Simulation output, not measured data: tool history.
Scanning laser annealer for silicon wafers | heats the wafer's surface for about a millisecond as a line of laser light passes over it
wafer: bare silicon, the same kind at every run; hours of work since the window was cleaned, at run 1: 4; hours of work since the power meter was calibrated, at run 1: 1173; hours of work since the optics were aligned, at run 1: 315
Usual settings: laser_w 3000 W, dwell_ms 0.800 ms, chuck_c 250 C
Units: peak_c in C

run   hour  laser_w  dwell_ms  chuck_c  hours of work since the window was cleaned  hours of work since the power meter was calibrated  hours of work since the optics were aligned  peak_c
  1    0.0     3000     0.800      250                                           4                                                1173                                          315    1036
  2   67.0     3175     0.800      250                                          32                                                1200                                          342    1082
  3  123.4     3000     0.800      250                                          55                                                1223                                          365    1039
  4  196.1     3000     0.800      250                                          85                                                1253                                          395    1036
  5  273.0     3000     0.863      250                                         116                                                1284                                          426    1065
  6  310.4     3000     0.863      250                                         132                                                1300                                          442    1060
  7  386.9     3000     0.800      250                                         163                                                1331                                          473    1030
  8  443.1     3000     0.800      250                                         186                                                1354                                          496    1032
  9  504.7     2702     0.628      219                                         211                                                1379                                          521     848
 10  546.2     2735     0.863      250                                         228                                                1396                                          538     990
 11  590.4     2771     0.800      285                                         246                                                1414                                          556    1010
 12  646.1     3160     0.659      262                                         269                                                1437                                          579    1003
 13  721.8     2789     0.663      274                                         300                                                1468                                          610     934
 14  760.6     3000     0.590      216                                         316                                                1484                                          626     880

5 ways to go on from here, each from the tool as it stands after run 14. What would each give?
  A  815.9     3000     0.869      216                                         339                                                1507                                          649       ?
  B  815.9     2662     0.590      270                                         339                                                1507                                          649       ?
  C  815.9     3198     0.590      216                                         339                                                1507                                          649       ?
  D  815.9     3279     0.800      260                                         339                                                1507                                          649       ?
  E  815.9     2778     0.800      250                                         339                                                1507                                          649       ?

run  peak_c
  A    1023
  B     866
  C     916
  D    1098
  E     970
Without the tool's hidden state the same runs would have given:
run  peak_c
  A    1050
  B     886
  C     940
  D    1127
  E     994
